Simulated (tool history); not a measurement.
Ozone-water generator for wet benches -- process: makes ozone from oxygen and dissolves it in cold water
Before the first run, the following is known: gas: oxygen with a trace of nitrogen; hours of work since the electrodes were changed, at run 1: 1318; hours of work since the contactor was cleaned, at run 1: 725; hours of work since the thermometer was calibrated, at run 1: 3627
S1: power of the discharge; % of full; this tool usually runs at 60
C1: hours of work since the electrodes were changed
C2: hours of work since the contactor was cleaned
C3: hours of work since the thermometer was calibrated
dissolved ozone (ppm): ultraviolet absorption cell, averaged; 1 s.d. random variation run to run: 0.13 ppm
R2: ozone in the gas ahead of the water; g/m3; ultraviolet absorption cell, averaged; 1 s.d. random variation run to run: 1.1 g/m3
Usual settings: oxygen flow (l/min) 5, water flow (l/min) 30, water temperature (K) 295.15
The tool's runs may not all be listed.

{"run": 1, "hour": 0.0, "S1": 60, "oxygen flow (l/min)": 5, "water flow (l/min)": 30, "water temperature (K)": 295.15, "C1": 1318, "C2": 725, "C3": 3627, "dissolved ozone (ppm)": 13.9, "R2": 198.5}
{"run": 2, "hour": 81.2, "S1": 60, "oxygen flow (l/min)": 5, "water flow (l/min)": 30, "water temperature (K)": 291.15, "C1": 1367, "C2": 774, "C3": 3676, "dissolved ozone (ppm)": 14.3, "R2": 196.5}
{"run": 3, "hour": 154.6, "S1": 60, "oxygen flow (l/min)": 5, "water flow (l/min)": 30, "water temperature (K)": 291.15, "C1": 1411, "C2": 818, "C3": 3720, "dissolved ozone (ppm)": 14.2, "R2": 195.7}
{"run": 4, "hour": 218.7, "S1": 48, "oxygen flow (l/min)": 5, "water flow (l/min)": 30, "water temperature (K)": 291.15, "C1": 1449, "C2": 856, "C3": 3758, "dissolved ozone (ppm)": 12.2, "R2": 167.1}
{"run": 5, "hour": 269.1, "S1": 48, "oxygen flow (l/min)": 5, "water flow (l/min)": 30, "water temperature (K)": 291.15, "C1": 1479, "C2": 886, "C3": 3789, "dissolved ozone (ppm)": 12.1, "R2": 166.7}
{"run": 6, "hour": 326.0, "S1": 48, "oxygen flow (l/min)": 5, "water flow (l/min)": 30, "water temperature (K)": 291.15, "C1": 1514, "C2": 920, "C3": 3823, "dissolved ozone (ppm)": 12.1, "R2": 166.1}
{"run": 7, "hour": 394.7, "S1": 48, "oxygen flow (l/min)": 2.93, "water flow (l/min)": 30, "water temperature (K)": 291.15, "C1": 1555, "C2": 962, "C3": 3864, "dissolved ozone (ppm)": 9.7, "R2": 201.5}
{"run": 8, "hour": 473.7, "S1": 45, "oxygen flow (l/min)": 5, "water flow (l/min)": 30, "water temperature (K)": 295.15, "C1": 1602, "C2": 1009, "C3": 3911, "dissolved ozone (ppm)": 11, "R2": 156.3}
{"run": 9, "hour": 550.0, "S1": 60, "oxygen flow (l/min)": 5, "water flow (l/min)": 30, "water temperature (K)": 295.15, "C1": 1648, "C2": 1055, "C3": 3957, "dissolved ozone (ppm)": 13.7, "R2": 194.4}
{"run": 10, "hour": 628.9, "S1": 60, "oxygen flow (l/min)": 5, "water flow (l/min)": 30, "water temperature (K)": 295.15, "C1": 1695, "C2": 1102, "C3": 4004, "dissolved ozone (ppm)": 13.4, "R2": 194.4}
{"run": 11, "hour": 698.9, "S1": 60, "oxygen flow (l/min)": 5.96, "water flow (l/min)": 30, "water temperature (K)": 295.15, "C1": 1737, "C2": 1144, "C3": 4046, "dissolved ozone (ppm)": 13.9, "R2": 182}
{"run": 12, "hour": 775.0, "S1": 60, "oxygen flow (l/min)": 5.96, "water flow (l/min)": 30, "water temperature (K)": 295.15, "C1": 1783, "C2": 1190, "C3": 4092, "dissolved ozone (ppm)": 14, "R2": 181.3}
{"run": 13, "hour": 832.6, "S1": 60, "oxygen flow (l/min)": 5.96, "water flow (l/min)": 30, "water temperature (K)": 295.15, "C1": 1818, "C2": 1224, "C3": 4127, "dissolved ozone (ppm)": 13.7, "R2": 181.9}
{"run": 14, "hour": 870.2, "S1": 60, "oxygen flow (l/min)": 5.96, "water flow (l/min)": 30, "water temperature (K)": 295.15, "C1": 1840, "C2": 1247, "C3": 4149, "dissolved ozone (ppm)": 13.9, "R2": 180.5}
{"run": 15, "hour": 921.1, "S1": 60, "oxygen flow (l/min)": 5.96, "water flow (l/min)": 30, "water temperature (K)": 295.15, "C1": 1871, "C2": 1278, "C3": 4180, "dissolved ozone (ppm)": 13.7, "R2": 182.4}
{"run": 16, "hour": 971.5, "S1": 60, "oxygen flow (l/min)": 5.96, "water flow (l/min)": 30, "water temperature (K)": 295.15, "C1": 1901, "C2": 1308, "C3": 4210, "dissolved ozone (ppm)": 13.9, "R2": 180.7}
{"run": 17, "hour": 1033.4, "S1": 60, "oxygen flow (l/min)": 5, "water flow (l/min)": 30, "water temperature (K)": 292.15, "C1": 1938, "C2": 1345, "C3": 4247, "dissolved ozone (ppm)": 13.7, "R2": 192.1}
{"run": 18, "hour": 1080.7, "S1": 60, "oxygen flow (l/min)": 5, "water flow (l/min)": 30, "water temperature (K)": 292.15, "C1": 1966, "C2": 1373, "C3": 4275, "dissolved ozone (ppm)": 13.8, "R2": 194.5}
{"run": 19, "hour": 1144.1, "S1": 60, "oxygen flow (l/min)": 5, "water flow (l/min)": 30, "water temperature (K)": 292.15, "C1": 2004, "C2": 1411, "C3": 4314, "dissolved ozone (ppm)": 13.6, "R2": 191.6}
{"run": 20, "hour": 1225.0, "S1": 60, "oxygen flow (l/min)": 5, "water flow (l/min)": 30, "water temperature (K)": 292.15, "C1": 2053, "C2": 1460, "C3": 4362, "dissolved ozone (ppm)": 13.7, "R2": 190.9}
{"run": 21, "hour": 1283.2, "S1": 60, "oxygen flow (l/min)": 5, "water flow (l/min)": 30, "water temperature (K)": 292.15, "C1": 2088, "C2": 1495, "C3": 4397, "dissolved ozone (ppm)": 13.7, "R2": 193.3}
{"run": 22, "hour": 1337.6, "S1": 44, "oxygen flow (l/min)": 5, "water flow (l/min)": 30, "water temperature (K)": 300.15, "C1": 2121, "C2": 1527, "C3": 4430, "dissolved ozone (ppm)": 9.8, "R2": 153.8}
{"run": 23, "hour": 1392.0, "S1": 79, "oxygen flow (l/min)": 2.86, "water flow (l/min)": 19, "water temperature (K)": 288.15, "C1": 2153, "C2": 1560, "C3": 4462, "dissolved ozone (ppm)": 22.1, "R2": 287.5}
{"run": 24, "hour": 1429.9, "S1": 60, "oxygen flow (l/min)": 4.79, "water flow (l/min)": 46, "water temperature (K)": 295.15, "C1": 2176, "C2": 1583, "C3": 4485, "dissolved ozone (ppm)": 8.4, "R2": 193.3}
{"run": 25, "hour": 1466.3, "S1": 98, "oxygen flow (l/min)": 5.17, "water flow (l/min)": 22, "water temperature (K)": 295.15, "C1": 2198, "C2": 1605, "C3": 4507, "dissolved ozone (ppm)": 24.2, "R2": 267.3}
{"run": 26, "hour": 1541.2, "S1": 49, "oxygen flow (l/min)": 5.82, "water flow (l/min)": 30, "water temperature (K)": 295.15, "C1": 2243, "C2": 1650, "C3": 4552, "dissolved ozone (ppm)": 11.7, "R2": 155.9}
{"run": 27, "hour": 1617.2, "S1": 60, "oxygen flow (l/min)": 5, "water flow (l/min)": 36, "water temperature (K)": 295.15, "C1": 2288, "C2": 1695, "C3": 4597, "dissolved ozone (ppm)": 11, "R2": 190.7}
{"hour": 1646.6, "done": "water thermometer calibrated"}
{"run": 28, "hour": 1682.0, "S1": 60, "oxygen flow (l/min)": 5.18, "water flow (l/min)": 22, "water temperature (K)": 297.15, "C1": 2327, "C2": 1734, "C3": 21, "dissolved ozone (ppm)": 16.7, "R2": 187}
{"run": 29, "hour": 1717.4, "S1": 60, "oxygen flow (l/min)": 5.18, "water flow (l/min)": 22, "water temperature (K)": 297.15, "C1": 2348, "C2": 1755, "C3": 43, "dissolved ozone (ppm)": 16.6, "R2": 189.9}
{"run": 30, "hour": 1788.7, "S1": 49, "oxygen flow (l/min)": 5, "water flow (l/min)": 27, "water temperature (K)": 295.15, "C1": 2391, "C2": 1798, "C3": 85, "dissolved ozone (ppm)": 12.1, "R2": 164.8}
{"run": 31, "hour": 1833.5, "S1": 49, "oxygen flow (l/min)": 5, "water flow (l/min)": 27, "water temperature (K)": 295.15, "C1": 2418, "C2": 1825, "C3": 112, "dissolved ozone (ppm)": 12.5, "R2": 164}
{"run": 32, "hour": 1903.7, "S1": 49, "oxygen flow (l/min)": 5, "water flow (l/min)": 30, "water temperature (K)": 290.15, "C1": 2460, "C2": 1867, "C3": 154, "dissolved ozone (ppm)": 12, "R2": 164.4}
{"run": 33, "hour": 1945.5, "S1": 84, "oxygen flow (l/min)": 5, "water flow (l/min)": 31, "water temperature (K)": 295.15, "C1": 2485, "C2": 1892, "C3": 179, "dissolved ozone (ppm)": 15.9, "R2": 239.4}

4 ways to go on from here, each from the tool as it stands after run 33. What would each give?
{"run": "A", "hour": 2015.2, "S1": 84, "oxygen flow (l/min)": 5, "water flow (l/min)": 29, "water temperature (K)": 295.15, "C1": 2527, "C2": 1934, "C3": 221, "dissolved ozone (ppm)": "?", "R2": "?"}
{"run": "B", "hour": 2015.2, "S1": 60, "oxygen flow (l/min)": 5, "water flow (l/min)": 25, "water temperature (K)": 295.15, "C1": 2527, "C2": 1934, "C3": 221, "dissolved ozone (ppm)": "?", "R2": "?"}
{"run": "C", "hour": 2015.2, "S1": 84, "oxygen flow (l/min)": 5.84, "water flow (l/min)": 31, "water temperature (K)": 290.15, "C1": 2527, "C2": 1934, "C3": 221, "dissolved ozone (ppm)": "?", "R2": "?"}
{"run": "D", "hour": 2015.2, "S1": 62, "oxygen flow (l/min)": 3.24, "water flow (l/min)": 30, "water temperature (K)": 293.15, "C1": 2527, "C2": 1934, "C3": 221, "dissolved ozone (ppm)": "?", "R2": "?"}

run=A dissolved_ozone_(ppm)=16.7 R2=237.3
run=B dissolved_ozone_(ppm)=15.1 R2=188.4
run=C dissolved_ozone_(ppm)=17.6 R2=225.6
run=D dissolved_ozone_(ppm)=11.5 R2=224.9
Stripped of hidden state, with their random variation kept, the same runs would have yielded:
run=A dissolved_ozone_(ppm)=19.3 R2=263.1
run=B dissolved_ozone_(ppm)=17 R2=204.2
run=C dissolved_ozone_(ppm)=20.4 R2=250.1
run=D dissolved_ozone_(ppm)=13.1 R2=244.3
